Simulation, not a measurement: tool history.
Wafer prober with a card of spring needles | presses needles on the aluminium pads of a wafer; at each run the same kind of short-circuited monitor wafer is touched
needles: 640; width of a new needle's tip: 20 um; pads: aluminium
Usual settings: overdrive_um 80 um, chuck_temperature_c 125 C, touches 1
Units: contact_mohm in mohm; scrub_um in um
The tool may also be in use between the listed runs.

run	hour	overdrive_um	chuck_temperature_c	touches	contact_mohm	scrub_um
1	0	80	125	1	207	11.077
# hour 12.9: tips cleaned on abrasive film
# hour 17.6: height of the first contact set anew
# hour 35: tips cleaned on abrasive film
# hour 56.5: tips cleaned on abrasive film
# hour 78.2: tips cleaned on abrasive film
# hour 97.7: tips cleaned on abrasive film
2	97.7	80	125	1	209	11.097
# hour 119.4: tips cleaned on abrasive film
# hour 141: tips cleaned on abrasive film
# hour 158.4: tips cleaned on abrasive film
3	171.2	80	125	1	209	11.101
# hour 180: tips cleaned on abrasive film
# hour 201.8: tips cleaned on abrasive film
# hour 219.2: tips cleaned on abrasive film
4	225.2	80	125	1	207	11.108
# hour 238.1: tips cleaned on abrasive film
# hour 259.6: tips cleaned on abrasive film
# hour 281.4: tips cleaned on abrasive film
# hour 303.2: tips cleaned on abrasive film
5	313.2	80	125	1	208	11.132
# hour 322: tips cleaned on abrasive film
# hour 343.8: tips cleaned on abrasive film
# hour 365.5: tips cleaned on abrasive film
# hour 382.9: tips cleaned on abrasive film
# hour 404.6: tips cleaned on abrasive film
6	405.9	80	125	1	207	11.122
# hour 423.4: tips cleaned on abrasive film
# hour 440.8: tips cleaned on abrasive film
# hour 462.6: tips cleaned on abrasive film
# hour 480: tips cleaned on abrasive film
7	488.4	80	125	1	208	11.108
# hour 501.6: tips cleaned on abrasive film
# hour 501.9: height of the first contact set anew
# hour 523.6: tips cleaned on abrasive film
# hour 545.4: tips cleaned on abrasive film
# hour 567.2: tips cleaned on abrasive film
8	572	80	125	1	205	11.141
# hour 585: tips cleaned on abrasive film
# hour 602.4: tips cleaned on abrasive film
# hour 624.2: tips cleaned on abrasive film
# hour 645.9: tips cleaned on abrasive film
# hour 667.7: tips cleaned on abrasive film
9	671.3	80	125	1	211	11.133
# hour 688.7: tips cleaned on abrasive film
# hour 706.2: tips cleaned on abrasive film
# hour 727.8: tips cleaned on abrasive film
# hour 745.2: tips cleaned on abrasive film
# hour 767: tips cleaned on abrasive film
10	770	75	91	2	199	10.455

Forecast run 11:
# hour 787.5: tips cleaned on abrasive film
# hour 804.9: tips cleaned on abrasive film
# hour 822.3: tips cleaned on abrasive film
# hour 843.7: tips cleaned on abrasive film
# hour 855.7: card fitted with new needles
11	867.3	75	91	2	?	?

{"run 11": {"contact_mohm": 200, "scrub_um": 10.447}}
Without the tool's hidden state the same run would have given contact_mohm 200 mohm, scrub_um 10.388 um.

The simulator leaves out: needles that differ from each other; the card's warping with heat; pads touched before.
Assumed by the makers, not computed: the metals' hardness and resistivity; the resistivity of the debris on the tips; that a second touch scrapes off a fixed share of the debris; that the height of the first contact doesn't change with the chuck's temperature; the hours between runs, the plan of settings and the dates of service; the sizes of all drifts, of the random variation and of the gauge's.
